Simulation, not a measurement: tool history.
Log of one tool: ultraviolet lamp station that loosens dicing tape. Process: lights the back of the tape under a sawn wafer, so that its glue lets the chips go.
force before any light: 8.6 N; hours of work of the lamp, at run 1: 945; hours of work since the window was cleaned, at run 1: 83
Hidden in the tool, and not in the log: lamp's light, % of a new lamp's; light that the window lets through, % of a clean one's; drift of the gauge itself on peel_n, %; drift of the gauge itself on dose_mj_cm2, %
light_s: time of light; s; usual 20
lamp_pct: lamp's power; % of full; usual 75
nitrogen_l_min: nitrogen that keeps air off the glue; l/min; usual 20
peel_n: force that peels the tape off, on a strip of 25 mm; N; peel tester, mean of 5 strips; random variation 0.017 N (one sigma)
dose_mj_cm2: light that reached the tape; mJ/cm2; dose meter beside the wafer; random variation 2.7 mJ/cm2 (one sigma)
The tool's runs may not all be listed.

run	hour	light_s	lamp_pct	nitrogen_l_min	hours of work of the lamp	hours of work since the window was cleaned	peel_n	dose_mj_cm2
1	0.0	20	75	20	945	83	1.315	293
2	34.0	20	75	20	971	109	1.323	288
3	66.1	20	75	12	996	133	1.903	286
4	94.9	20	75	12	1017	155	1.955	282
5	131.4	20	73	20	1045	183	1.530	270
6	164.0	20	73	20	1070	208	1.558	265
7	184.4	20	73	20	1085	223	1.598	267
8	202.0	20	73	20	1099	237	1.600	268
9	232.9	20	73	20	1122	260	1.603	258
10	268.7	20	72	15	1150	287	1.977	252
11	295.6	20	98	15	1170	308	1.235	335
12	334.8	20	98	15	1200	337	1.229	329

The same runs without the tool's hidden state, with the same run-to-run variation:
run	peel_n	dose_mj_cm2
1	0.836	373
2	0.822	371
3	1.236	373
4	1.250	373
5	0.897	362
6	0.892	360
7	0.907	365
8	0.895	367
9	0.877	361
10	1.122	358
11	0.598	481
12	0.582	482
